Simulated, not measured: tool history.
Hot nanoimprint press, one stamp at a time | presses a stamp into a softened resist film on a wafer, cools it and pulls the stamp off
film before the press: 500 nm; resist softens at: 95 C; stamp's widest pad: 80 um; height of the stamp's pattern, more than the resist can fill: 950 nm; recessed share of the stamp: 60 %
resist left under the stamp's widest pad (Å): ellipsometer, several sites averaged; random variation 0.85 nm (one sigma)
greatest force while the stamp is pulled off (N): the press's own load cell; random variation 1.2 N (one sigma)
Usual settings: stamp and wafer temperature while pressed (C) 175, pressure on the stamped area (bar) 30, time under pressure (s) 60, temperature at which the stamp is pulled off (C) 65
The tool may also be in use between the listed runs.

| run | hour | stamp and wafer temperature while pressed (C) | pressure on the stamped area (bar) | time under pressure (s) | temperature at which the stamp is pulled off (C) | resist left under the stamp's widest pad (Å) | greatest force while the stamp is pulled off (N) |
|---|---|---|---|---|---|---|---|
| 1 | 0 | 175 | 30 | 60 | 65 | 2776 | 139 |
| 2 | 25.6 | 175 | 30 | 60 | 65 | 2797 | 140 |
| 3 | 65 | 175 | 30 | 60 | 65 | 2783 | 146 |
| 4 | 93.2 | 175 | 30 | 60 | 61 | 2806 | 159 |
| 5 | 134.8 | 175 | 30 | 60 | 65 | 2804 | 147 |
|  | 143.2 | stamp cleaned and given a new release coat |
| 6 | 172.5 | 175 | 25.8 | 60 | 65 | 2953 | 135 |
| 7 | 202.6 | 175 | 30 | 60 | 65 | 2815 | 135 |
|  | 210.2 | plate thermocouple calibrated |
| 8 | 229 | 175 | 30 | 60 | 65 | 2849 | 138 |
| 9 | 274.1 | 175 | 39.1 | 47 | 54 | 2845 | 172 |
| 10 | 304.9 | 187 | 29.3 | 105 | 54 | 1394 | 178 |
| 11 | 336.8 | 187 | 29.3 | 105 | 54 | 1410 | 179 |
| 12 | 376.2 | 175 | 30 | 60 | 56 | 2863 | 174 |
|  | 405.7 | plate thermocouple calibrated, once more |
|  | 411.7 | stamp cleaned and given a new release coat |
| 13 | 419.3 | 175 | 29.8 | 60 | 60 | 2793 | 147 |
| 14 | 455.7 | 175 | 42.6 | 54 | 54 | 2547 | 166 |
| 15 | 505.4 | 175 | 42.6 | 54 | 54 | 2559 | 170 |
| 16 | 538.9 | 175 | 42.6 | 54 | 54 | 2572 | 172 |

Some steps in resist left under the stamp's widest pad (Å) between neighbouring runs. How much of each would the tool show without its hidden state too (settings, what came in, random variation), and how much is left for the hidden state, with any gauge scatter that isn't in both results?
The hidden state here: true temperature over the reading, C; pressure that arrives at the usual setting, %; grip of the stamp's worn release coat, % over a new coat's; drift of the gauge itself on residual_nm, %; drift of the gauge itself on pull_off_n, %.
Run 11 -> 12: stamp and wafer temperature while pressed (C) 187 -> 175, pressure on the stamped area (bar) 29.3 -> 30, time under pressure (s) 105 -> 60, temperature at which the stamp is pulled off (C) 54 -> 56. resist left under the stamp's widest pad (Å) +1453: hidden state +74, all else +1379.
Run 12 -> 13: pressure on the stamped area (bar) 30 -> 29.8, temperature at which the stamp is pulled off (C) 56 -> 60, plate thermocouple calibrated, once more, stamp cleaned and given a new release coat. resist left under the stamp's widest pad (Å) -70: hidden state -95, all else +25.
